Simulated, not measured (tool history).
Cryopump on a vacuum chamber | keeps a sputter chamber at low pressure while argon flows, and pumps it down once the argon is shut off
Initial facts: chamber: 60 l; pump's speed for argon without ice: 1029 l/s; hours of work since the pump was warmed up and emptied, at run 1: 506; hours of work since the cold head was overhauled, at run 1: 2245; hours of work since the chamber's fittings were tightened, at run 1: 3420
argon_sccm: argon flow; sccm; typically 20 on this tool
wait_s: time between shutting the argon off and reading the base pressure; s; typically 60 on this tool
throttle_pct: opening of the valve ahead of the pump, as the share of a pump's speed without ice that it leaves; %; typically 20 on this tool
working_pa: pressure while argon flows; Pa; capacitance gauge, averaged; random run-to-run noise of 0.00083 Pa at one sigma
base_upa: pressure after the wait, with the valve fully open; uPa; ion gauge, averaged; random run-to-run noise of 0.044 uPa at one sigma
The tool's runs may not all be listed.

| run | day | argon_sccm | wait_s | throttle_pct | hours of work since the pump was warmed up and emptied | hours of work since the cold head was overhauled | hours of work since the chamber's fittings were tightened | working_pa | base_upa |
|---|---|---|---|---|---|---|---|---|---|
| 1 | 0 | 20 | 60 | 20 | 506 | 2245 | 3420 | 0.1706 | 6.36 |
| 2 | 2.508 | 9 | 60 | 20 | 544 | 2284 | 3458 | 0.0778 | 6.53 |
| 3 | 4.488 | 9 | 60 | 20 | 575 | 2314 | 3489 | 0.0785 | 6.59 |
| 4 | 7.408 | 20 | 60 | 20 | 619 | 2358 | 3533 | 0.1742 | 6.72 |
| 5 | 11.775 | 20 | 45 | 20 | 686 | 2425 | 3600 | 0.1741 | 7.44 |
| 6 | 15.996 | 20 | 45 | 20 | 750 | 2489 | 3664 | 0.1754 | 7.64 |
|  | 20.162 | pump warmed up, emptied and cooled again |
| 7 | 20.575 | 20 | 114 | 20 | 6 | 2556 | 3730 | 0.1663 | 4.87 |
| 8 | 24.962 | 20 | 114 | 20 | 73 | 2622 | 3797 | 0.1659 | 4.97 |
| 9 | 28.192 | 20 | 114 | 20 | 122 | 2672 | 3847 | 0.1664 | 5.01 |
|  | 30.092 | leaking fittings of the chamber tightened, without venting |
| 10 | 32 | 20 | 60 | 20 | 179 | 2728 | 29 | 0.1668 | 2.5 |
| 11 | 34.204 | 9 | 144 | 20 | 213 | 2762 | 63 | 0.0753 | 1.33 |
| 12 | 36.108 | 9 | 144 | 20 | 242 | 2791 | 92 | 0.0759 | 1.35 |
| 13 | 38.121 | 9 | 135 | 43 | 272 | 2822 | 122 | 0.036 | 1.48 |
| 14 | 41.746 | 9 | 135 | 43 | 328 | 2877 | 178 | 0.0374 | 1.56 |
| 15 | 43.842 | 9 | 135 | 43 | 359 | 2909 | 209 | 0.0363 | 1.53 |
| 16 | 47.708 | 9 | 135 | 43 | 418 | 2968 | 268 | 0.0377 | 1.65 |
| 17 | 50.171 | 20 | 80 | 58 | 456 | 3005 | 306 | 0.063 | 2.42 |
| 18 | 54.017 | 20 | 253 | 34 | 514 | 3064 | 364 | 0.1042 | 1.33 |
| 19 | 56.958 | 9 | 216 | 20 | 559 | 3109 | 409 | 0.078 | 1.42 |

Here are 5 independent what-if runs from the current tool condition. What would each one return?
| A | 60.496 | 32 | 216 | 20 | 613 | 3162 | 463 | ? | ? |
| B | 60.496 | 32 | 52 | 45 | 613 | 3162 | 463 | ? | ? |
| C | 60.496 | 16 | 216 | 59 | 613 | 3162 | 463 | ? | ? |
| D | 60.496 | 40 | 34 | 20 | 613 | 3162 | 463 | ? | ? |
| E | 60.496 | 15 | 60 | 33 | 613 | 3162 | 463 | ? | ? |

| run | working_pa | base_upa |
|---|---|---|
| A | 0.2757 | 1.49 |
| B | 0.1308 | 3.5 |
| C | 0.0513 | 1.5 |
| D | 0.3451 | 4.93 |
| E | 0.0811 | 3.15 |
With the hidden condition removed and each run's random variation left untouched, the same runs would have given:
| run | working_pa | base_upa |
|---|---|---|
| A | 0.2623 | 0.92 |
| B | 0.1175 | 2.93 |
| C | 0.0446 | 0.93 |
| D | 0.3284 | 4.36 |
| E | 0.0748 | 2.58 |
